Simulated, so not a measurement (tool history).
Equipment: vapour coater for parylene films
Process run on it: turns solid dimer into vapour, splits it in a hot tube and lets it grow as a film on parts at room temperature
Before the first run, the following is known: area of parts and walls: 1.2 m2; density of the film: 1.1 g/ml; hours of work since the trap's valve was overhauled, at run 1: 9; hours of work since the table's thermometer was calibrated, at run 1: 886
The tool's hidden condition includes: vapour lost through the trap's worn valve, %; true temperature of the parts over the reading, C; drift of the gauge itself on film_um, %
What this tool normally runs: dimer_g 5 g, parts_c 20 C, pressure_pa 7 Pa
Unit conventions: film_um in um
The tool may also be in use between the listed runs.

run,hour,dimer_g,parts_c,pressure_pa,hours of work since the trap's valve was overhauled,hours of work since the table's thermometer was calibrated,film_um
1,0,5,20,7,9,886,1.61
2,27.8,5,20,7,24,901,1.6
3,62.7,5,21,7,43,920,1.54
4,105.5,5,20,7,66,943,1.58
5,154.6,5,20,7,92,969,1.59
6,178.3,5,13,7,105,982,1.97
7,215.4,8,13,7,125,1001,2.99
8,248.9,5,20,7,143,1019,1.55
9,274,5,20,7,156,1033,1.52
# hour 282.9: trap's valve overhauled
10,330.1,3,14,8.87,25,1061,1.02
11,366.8,7,26,2.79,45,1080,1.87
12,407.8,2,18,10.35,67,1102,0.59
13,432.8,2,18,10.35,80,1116,0.56
14,466.5,4,22,6.9,98,1134,1.04
15,516.5,4,22,6.9,125,1161,0.96

Each row is a separate what-if for the run after 15, all from the same tool condition, not one after another. Results?
A,568.5,5,20,5.55,153,1189,?
B,568.5,6,20,7,153,1189,?
C,568.5,4,22,4.88,153,1189,?
D,568.5,2,27,6.76,153,1189,?
E,568.5,4,22,6.9,153,1189,?

run,film_um
A,1.35
B,1.54
C,1.03
D,0.41
E,1
Without the tool's hidden state the same runs would have given:
run,film_um
A,1.68
B,1.92
C,1.29
D,0.51
E,1.25
